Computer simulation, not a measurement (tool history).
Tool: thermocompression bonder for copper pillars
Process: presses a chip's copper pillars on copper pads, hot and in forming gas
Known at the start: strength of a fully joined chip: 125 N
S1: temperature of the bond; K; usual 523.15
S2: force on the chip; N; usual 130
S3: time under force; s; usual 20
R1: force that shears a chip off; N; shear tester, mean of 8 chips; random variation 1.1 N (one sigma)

| run | hour | S1 | S2 | S3 | R1 |
|---|---|---|---|---|---|
| 1 | 0 | 523.15 | 130 | 20 | 84.2 |
| 2 | 43.3 | 523.15 | 130 | 20 | 83 |
| 3 | 97.3 | 523.15 | 130 | 20 | 79.6 |
|  | 101.1 | forming gas filter changed |
| 4 | 128.6 | 523.15 | 130 | 16 | 80.9 |
| 5 | 164.4 | 523.15 | 130 | 20 | 84.3 |
| 6 | 208.5 | 523.15 | 130 | 20 | 83 |
| 7 | 241.8 | 523.15 | 179 | 20 | 91.5 |
|  | 280.4 | forming gas filter changed |
| 8 | 294.2 | 523.15 | 130 | 20 | 85.5 |
| 9 | 361.8 | 523.15 | 130 | 20 | 81.7 |
|  | 366.3 | force cell calibrated |
| 10 | 412.3 | 521.15 | 130 | 20 | 77.7 |
|  | 461.9 | forming gas filter changed |
| 11 | 474 | 521.15 | 130 | 20 | 81.1 |
|  | 519.7 | force cell calibrated, once more |
| 12 | 520.5 | 521.15 | 130 | 20 | 81.7 |
| 13 | 587.8 | 521.15 | 145 | 20 | 83 |
| 14 | 623.3 | 521.15 | 145 | 20 | 80.5 |
|  | 642.5 | forming gas filter changed |
| 15 | 690.6 | 523.15 | 151 | 20 | 88.2 |
| 16 | 733.8 | 523.15 | 151 | 20 | 87.3 |
| 17 | 789.5 | 539.15 | 151 | 12 | 87.6 |
|  | 818.9 | forming gas filter changed |
| 18 | 845 | 539.15 | 151 | 12 | 95.8 |
| 19 | 906 | 540.15 | 151 | 45 | 112.8 |
| 20 | 941.8 | 540.15 | 151 | 45 | 113.9 |
| 21 | 990.2 | 496.15 | 151 | 11 | 44.4 |
|  | 993.8 | forming gas filter changed |
|  | 1035.1 | heater calibrated with a thermocouple chip |
| 22 | 1057.1 | 496.15 | 151 | 11 | 54.1 |
| 23 | 1114 | 502.15 | 89 | 50 | 72.4 |
|  | 1170.7 | forming gas filter changed |
| 24 | 1171.9 | 526.15 | 130 | 15 | 88.2 |
| 25 | 1216.6 | 526.15 | 130 | 15 | 86.6 |
| 26 | 1250.6 | 537.15 | 84 | 17 | 83.1 |
| 27 | 1310.2 | 521.15 | 109 | 20 | 78.8 |
|  | 1349.1 | forming gas filter changed |
| 28 | 1351.5 | 521.15 | 109 | 20 | 83.6 |
| 29 | 1398.8 | 535.15 | 126 | 19 | 100.3 |
| 30 | 1427.2 | 523.15 | 118 | 25 | 88.3 |

Forecast each of these 5 alternatives for the next run:
| A | 1457.8 | 520.15 | 118 | 25 | ? |
| B | 1457.8 | 523.15 | 130 | 20 | ? |
| C | 1457.8 | 496.15 | 118 | 37 | ? |
| D | 1457.8 | 514.15 | 118 | 28 | ? |
| E | 1457.8 | 523.15 | 87 | 20 | ? |

| run | R1 |
|---|---|
| A | 83.6 |
| B | 84.7 |
| C | 68.5 |
| D | 80.4 |
| E | 72.5 |
Without the tool's hidden state the same runs would have given:
| run | R1 |
|---|---|
| A | 89.5 |
| B | 90.7 |
| C | 73.7 |
| D | 86.1 |
| E | 77.9 |
